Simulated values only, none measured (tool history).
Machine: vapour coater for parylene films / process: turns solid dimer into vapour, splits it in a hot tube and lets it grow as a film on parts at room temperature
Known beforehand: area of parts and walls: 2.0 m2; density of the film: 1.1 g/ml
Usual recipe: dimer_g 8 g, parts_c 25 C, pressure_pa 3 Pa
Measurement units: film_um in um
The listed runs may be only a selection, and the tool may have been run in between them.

run 1 day=0 | dimer_g=8 parts_c=25 pressure_pa=3 | film_um=2.38
run 2 day=0.588 | dimer_g=14 parts_c=25 pressure_pa=3 | film_um=4.15
run 3 day=1.183 | dimer_g=14 parts_c=25 pressure_pa=3 | film_um=4.18
run 4 day=1.525 | dimer_g=14 parts_c=25 pressure_pa=3 | film_um=4.17
run 5 day=2.038 | dimer_g=8 parts_c=25 pressure_pa=3 | film_um=2.39
run 6 day=2.5 | dimer_g=8 parts_c=25 pressure_pa=3 | film_um=2.37
run 7 day=3.217 | dimer_g=8 parts_c=25 pressure_pa=3 | film_um=2.37
run 8 day=3.65 | dimer_g=8 parts_c=25 pressure_pa=3 | film_um=2.38
run 9 day=4.071 | dimer_g=8 parts_c=25 pressure_pa=3 | film_um=2.37
run 10 day=4.488 | dimer_g=8 parts_c=25 pressure_pa=3 | film_um=2.34
run 11 day=5.179 | dimer_g=8 parts_c=25 pressure_pa=3 | film_um=2.39
run 12 day=5.642 | dimer_g=8 parts_c=25 pressure_pa=3 | film_um=2.38
run 13 day=6.383 | dimer_g=6 parts_c=25 pressure_pa=3 | film_um=1.79
run 14 day=6.804 | dimer_g=8 parts_c=25 pressure_pa=3 | film_um=2.37
run 15 day=7.25 | dimer_g=8 parts_c=25 pressure_pa=3 | film_um=2.36
run 16 day=7.988 | dimer_g=8 parts_c=25 pressure_pa=3 | film_um=2.36
run 17 day=8.317 | dimer_g=8 parts_c=33 pressure_pa=3 | film_um=1.93
run 18 day=8.988 | dimer_g=8 parts_c=33 pressure_pa=3 | film_um=1.92
run 19 day=9.712 | dimer_g=8 parts_c=25 pressure_pa=11.71 | film_um=1.7
run 20 day=10.488 | dimer_g=8 parts_c=25 pressure_pa=11.71 | film_um=1.67
run 21 day=10.842 | dimer_g=8 parts_c=25 pressure_pa=2.3 | film_um=2.48
run 22 day=11.592 | dimer_g=8 parts_c=25 pressure_pa=2.3 | film_um=2.5
run 23 day=12.246 | dimer_g=3 parts_c=25 pressure_pa=3 | film_um=0.87
run 24 day=12.688 | dimer_g=3 parts_c=25 pressure_pa=3 | film_um=0.86
run 25 day=13.075 | dimer_g=3 parts_c=25 pressure_pa=3.21 | film_um=0.86
run 26 day=13.588 | dimer_g=8 parts_c=25 pressure_pa=5.92 | film_um=1.96
run 27 day=14.146 | dimer_g=8 parts_c=25 pressure_pa=5.92 | film_um=1.96
-- day=14.254 table's thermometer calibrated
run 28 day=14.658 | dimer_g=10 parts_c=27 pressure_pa=2.28 | film_um=2.98
run 29 day=15.292 | dimer_g=8 parts_c=25 pressure_pa=11.07 | film_um=1.68
run 30 day=16.038 | dimer_g=8 parts_c=25 pressure_pa=9.3 | film_um=1.77
run 31 day=16.458 | dimer_g=6 parts_c=33 pressure_pa=3 | film_um=1.43
run 32 day=17.054 | dimer_g=6 parts_c=33 pressure_pa=9.75 | film_um=1.06
run 33 day=17.483 | dimer_g=5 parts_c=33 pressure_pa=10 | film_um=0.88
run 34 day=17.817 | dimer_g=5 parts_c=29 pressure_pa=10 | film_um=0.98
run 35 day=18.4 | dimer_g=8 parts_c=28 pressure_pa=9.05 | film_um=1.64
run 36 day=18.829 | dimer_g=3 parts_c=28 pressure_pa=10.76 | film_um=0.59
-- day=18.975 table's thermometer calibrated, once more
run 37 day=19.6 | dimer_g=8 parts_c=20 pressure_pa=3.37 | film_um=2.57
run 38 day=20.196 | dimer_g=7 parts_c=20 pressure_pa=3.37 | film_um=2.26
run 39 day=20.8 | dimer_g=7 parts_c=20 pressure_pa=3.37 | film_um=2.26
run 40 day=21.558 | dimer_g=9 parts_c=33 pressure_pa=6.8 | film_um=1.75
run 41 day=22.346 | dimer_g=9 parts_c=33 pressure_pa=6.8 | film_um=1.7
run 42 day=22.825 | dimer_g=9 parts_c=34 pressure_pa=7.06 | film_um=1.67
run 43 day=23.512 | dimer_g=4 parts_c=25 pressure_pa=5.41 | film_um=0.98
run 44 day=24.279 | dimer_g=3 parts_c=25 pressure_pa=9.02 | film_um=0.65
run 45 day=24.833 | dimer_g=3 parts_c=17 pressure_pa=2.89 | film_um=1.06
run 46 day=25.525 | dimer_g=3 parts_c=17 pressure_pa=2.89 | film_um=1.09

Below are 5 alternative next runs, each starting from the tool's condition after run 46. Predict each:
run A day=26.012 | dimer_g=5 parts_c=32 pressure_pa=3 | film_um=?
run B day=26.012 | dimer_g=6 parts_c=26 pressure_pa=3.71 | film_um=?
run C day=26.012 | dimer_g=3 parts_c=22 pressure_pa=2.57 | film_um=?
run D day=26.012 | dimer_g=8 parts_c=25 pressure_pa=5.12 | film_um=?
run E day=26.012 | dimer_g=4 parts_c=25 pressure_pa=4.03 | film_um=?

run=A film_um=1.2
run=B film_um=1.61
run=C film_um=0.96
run=D film_um=2.01
run=E film_um=1.07
Without the tool's unlogged condition, the same runs would have read:
run=A film_um=1.26
run=B film_um=1.69
run=C film_um=1.01
run=D film_um=2.11
run=E film_um=1.12
